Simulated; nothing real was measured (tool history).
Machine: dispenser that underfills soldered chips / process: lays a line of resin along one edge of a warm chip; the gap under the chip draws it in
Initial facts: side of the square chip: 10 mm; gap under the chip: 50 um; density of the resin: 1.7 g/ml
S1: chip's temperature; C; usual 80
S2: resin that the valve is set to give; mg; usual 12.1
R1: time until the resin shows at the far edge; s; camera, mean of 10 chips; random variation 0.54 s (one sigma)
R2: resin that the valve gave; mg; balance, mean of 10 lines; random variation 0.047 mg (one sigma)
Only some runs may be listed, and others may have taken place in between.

run,hour,S1,S2,R1,R2
1,0.0,80,12.1,60.0,12.10
# hour 3.7: new syringe of resin
2,15.4,80,12.1,56.6,11.94
# hour 21.7: new syringe of resin
3,30.4,82,12.1,48.1,11.91
# hour 39.3: new syringe of resin
4,39.9,80,12.1,39.7,11.83
5,56.0,80,10.8,68.3,10.31
# hour 57.8: new syringe of resin
6,66.8,80,10.8,53.0,10.39
# hour 75.0: new syringe of resin
# hour 76.0: stage's temperature calibrated
7,76.0,80,10.8,47.4,10.20
8,86.3,80,12.1,63.2,11.38
# hour 93.7: new syringe of resin
9,97.7,80,12.1,50.3,11.36
# hour 111.1: new syringe of resin
10,111.1,80,12.1,44.5,11.17
# hour 118.0: dispensing valve cleaned and set on the balance
11,124.9,80,12.1,65.8,12.04
# hour 129.9: new syringe of resin
12,140.0,80,12.1,62.2,12.01
# hour 148.0: new syringe of resin
13,152.9,80,12.1,52.7,11.80
# hour 166.0: new syringe of resin
14,169.8,87,12.1,36.6,11.73
# hour 184.0: new syringe of resin
15,184.5,87,12.2,33.2,11.70
16,200.6,87,12.2,55.9,11.51
# hour 201.7: new syringe of resin
17,209.7,87,12.2,41.0,11.52
# hour 219.5: new syringe of resin
18,219.6,85,13.7,34.7,12.86
19,231.8,74,14.2,83.1,13.17
# hour 237.5: new syringe of resin
# hour 241.5: dispensing valve cleaned and set on the balance
20,248.9,80,15.0,59.3,14.84
# hour 256.2: new syringe of resin
21,256.6,80,15.0,42.8,14.78
22,271.7,80,15.0,69.7,14.69
# hour 273.6: new syringe of resin
23,282.0,80,15.0,53.9,14.64
24,290.2,80,14.3,71.7,13.85
# hour 291.7: new syringe of resin
25,299.6,87,13.9,39.0,13.36
# hour 308.8: new syringe of resin
26,315.9,93,14.2,30.2,13.50
# hour 326.1: new syringe of resin
27,331.4,93,15.0,28.5,14.03
# hour 343.6: new syringe of resin
28,345.2,88,13.2,31.4,12.23
29,353.4,76,11.4,71.7,10.58
# hour 361.4: new syringe of resin
# hour 365.1: dispensing valve cleaned and set on the balance
30,365.3,70,13.2,71.1,13.16
31,374.3,80,15.5,60.7,15.31
# hour 380.4: new syringe of resin
32,388.5,80,15.5,52.3,15.25
# hour 397.6: new syringe of resin
33,398.5,68,10.6,75.9,10.31
34,412.0,74,11.4,89.2,11.09

Had the tool no unlogged condition, and each run kept its random variation, what would the results have been?
Hidden state present: resin's viscosity, % of fresh resin's; dose that the valve gives, % of what is set; true chip temperature over the reading, C; drift of the gauge itself on fill_s, %; drift of the gauge itself on given_mg, %.
run,R1,R2
1,44.7,12.13
2,45.2,12.09
3,41.9,12.18
4,46.0,12.18
5,46.5,10.73
6,45.4,10.89
7,46.2,10.77
8,44.1,12.11
9,44.0,12.18
10,44.2,12.10
11,43.8,12.07
12,45.3,12.17
13,45.6,12.05
14,32.6,12.11
15,33.2,12.21
16,33.3,12.14
17,32.7,12.22
18,35.5,13.74
19,57.5,14.19
20,43.7,14.92
21,43.3,14.93
22,43.2,14.99
23,42.8,15.06
24,43.5,14.31
25,31.9,13.90
26,24.7,14.22
27,24.9,14.95
28,31.1,13.16
29,53.8,11.45
30,69.5,13.20
31,44.1,15.45
32,43.8,15.53
33,78.1,10.57
34,59.2,11.47

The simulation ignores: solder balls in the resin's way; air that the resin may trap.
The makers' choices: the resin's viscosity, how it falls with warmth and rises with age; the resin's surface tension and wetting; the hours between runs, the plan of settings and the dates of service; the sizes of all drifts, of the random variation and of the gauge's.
